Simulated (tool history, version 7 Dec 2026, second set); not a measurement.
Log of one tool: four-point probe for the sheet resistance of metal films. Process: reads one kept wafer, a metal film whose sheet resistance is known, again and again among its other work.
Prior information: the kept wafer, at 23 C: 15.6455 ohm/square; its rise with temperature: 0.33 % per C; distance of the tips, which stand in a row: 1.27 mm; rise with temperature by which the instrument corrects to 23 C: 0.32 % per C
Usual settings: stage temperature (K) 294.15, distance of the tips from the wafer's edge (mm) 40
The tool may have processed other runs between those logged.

run	hour	stage temperature (K)	distance of the tips from the wafer's edge (mm)	sheet resistance as the instrument gives it (ohm/square)
1	0.0	294.15	40	15.659704
2	22.4	302.15	40	15.658702
3	47.1	302.15	40	15.662193
4	59.5	294.15	40	15.655040
5	71.9	294.15	40	15.655226
6	95.9	294.15	40	15.654811
7	114.5	303.15	40	15.670522
8	138.1	303.15	40	15.672576
9	156.1	303.15	40	15.667645
10	181.7	303.15	40	15.669649

Predict the results of run 11:
11	201.7	302.15	35	?

Run 11 yielded sheet resistance as the instrument gives it (ohm/square) 15.669216.
Were there no unlogged condition in the tool, this run, its random variation unchanged, would have produced sheet resistance as the instrument gives it (ohm/square) 15.660100.
